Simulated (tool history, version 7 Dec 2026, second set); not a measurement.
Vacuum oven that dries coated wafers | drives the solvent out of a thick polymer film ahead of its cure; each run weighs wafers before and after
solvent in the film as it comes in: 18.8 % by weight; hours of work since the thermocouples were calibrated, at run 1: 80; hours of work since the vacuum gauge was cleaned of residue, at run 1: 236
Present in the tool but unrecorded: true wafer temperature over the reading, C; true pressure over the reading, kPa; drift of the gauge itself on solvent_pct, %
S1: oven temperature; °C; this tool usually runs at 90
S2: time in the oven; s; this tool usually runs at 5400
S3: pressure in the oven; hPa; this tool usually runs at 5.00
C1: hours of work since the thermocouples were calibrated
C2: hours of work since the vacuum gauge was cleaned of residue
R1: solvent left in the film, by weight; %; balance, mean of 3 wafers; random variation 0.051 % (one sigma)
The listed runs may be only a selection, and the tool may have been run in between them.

| run | day | S1 | S2 | S3 | C1 | C2 | R1 |
|---|---|---|---|---|---|---|---|
| 1 | 0.000 | 90 | 5400 | 5.00 | 80 | 236 | 0.93 |
| 2 | 0.546 | 90 | 5400 | 3.51 | 87 | 243 | 0.91 |
| 3 | 1.121 | 90 | 5400 | 3.51 | 95 | 251 | 1.01 |
| 4 | 1.546 | 90 | 5400 | 5.00 | 101 | 257 | 1.07 |
| 5 | 2.183 | 90 | 5400 | 5.00 | 110 | 266 | 1.09 |
| 6 | 2.483 | 90 | 5400 | 13.20 | 114 | 270 | 1.24 |
| 7 | 3.183 | 90 | 5400 | 5.00 | 124 | 280 | 1.09 |
| 8 | 3.883 | 90 | 5400 | 7.67 | 134 | 290 | 1.15 |
| 9 | 4.604 | 90 | 5400 | 8.29 | 144 | 300 | 1.11 |
| 10 | 5.050 | 90 | 5400 | 8.29 | 150 | 306 | 1.23 |
| 11 | 5.667 | 90 | 5400 | 5.00 | 158 | 314 | 1.01 |
| 12 | 6.233 | 93 | 5400 | 5.00 | 166 | 322 | 0.55 |
| 13 | 6.862 | 90 | 4980 | 5.00 | 175 | 331 | 1.21 |
| 14 | 7.262 | 90 | 4980 | 5.00 | 181 | 337 | 1.22 |
| 15 | 7.775 | 90 | 4980 | 5.00 | 188 | 344 | 1.27 |
| 16 | 8.392 | 90 | 4980 | 5.00 | 196 | 352 | 1.28 |
| 17 | 9.075 | 90 | 5400 | 5.00 | 206 | 362 | 1.09 |
| 18 | 9.383 | 85 | 5400 | 5.00 | 210 | 366 | 2.24 |
| 19 | 10.025 | 90 | 2880 | 5.00 | 219 | 375 | 3.47 |
| 20 | 10.450 | 90 | 2880 | 5.00 | 225 | 381 | 3.41 |
| 21 | 11.142 | 90 | 2880 | 5.00 | 235 | 390 | 3.48 |
| 22 | 11.746 | 90 | 2880 | 5.00 | 243 | 399 | 3.49 |
| 23 | 12.271 | 90 | 2880 | 5.00 | 250 | 406 | 3.54 |
| 24 | 12.617 | 90 | 5400 | 5.94 | 255 | 411 | 1.07 |
| 25 | 13.358 | 90 | 3720 | 8.72 | 265 | 421 | 2.37 |
| 26 | 13.796 | 87 | 4440 | 5.00 | 271 | 427 | 2.37 |
| 27 | 14.121 | 90 | 5400 | 4.09 | 276 | 432 | 1.03 |
| 28 | 14.867 | 96 | 5400 | 8.69 | 286 | 442 | 0.53 |
| 29 | 15.358 | 96 | 5400 | 8.69 | 293 | 449 | 0.48 |
| 30 | 16.075 | 96 | 5400 | 8.69 | 303 | 459 | 0.53 |
| 31 | 16.496 | 96 | 5400 | 8.69 | 309 | 465 | 0.49 |
| 32 | 17.117 | 96 | 5400 | 8.69 | 318 | 474 | 0.51 |
| 33 | 17.746 | 93 | 3060 | 5.00 | 326 | 482 | 2.25 |
| 34 | 18.321 | 76 | 5400 | 17.58 | 334 | 490 | 6.07 |
| 35 | 18.958 | 98 | 5880 | 3.08 | 343 | 499 | 0.13 |
| 36 | 19.396 | 90 | 5880 | 3.02 | 349 | 505 | 0.88 |
| 37 | 20.083 | 100 | 5400 | 13.12 | 359 | 515 | 0.35 |
| 38 | 20.471 | 104 | 4740 | 3.93 | 364 | 520 | 0.08 |
| 39 | 21.204 | 98 | 4440 | 6.16 | 374 | 530 | 0.47 |
| 40 | 21.738 | 98 | 4440 | 3.51 | 382 | 538 | 0.41 |
| 41 | 22.100 | 93 | 4380 | 4.71 | 387 | 543 | 1.20 |
| 42 | 22.596 | 86 | 5220 | 8.15 | 394 | 550 | 2.27 |
| 43 | 23.138 | 79 | 8940 | 4.39 | 401 | 557 | 2.02 |
| 44 | 23.538 | 90 | 4920 | 5.00 | 407 | 563 | 1.38 |
| 45 | 24.050 | 90 | 4920 | 5.00 | 414 | 570 | 1.45 |

Run 46 is up next; what results do you expect?
| 46 | 24.475 | 82 | 4920 | 5.00 | 420 | 576 | ? |

Run 46 came out at R1 3.80 %.
Without the tool's hidden state the same run would have given R1 3.27 %.
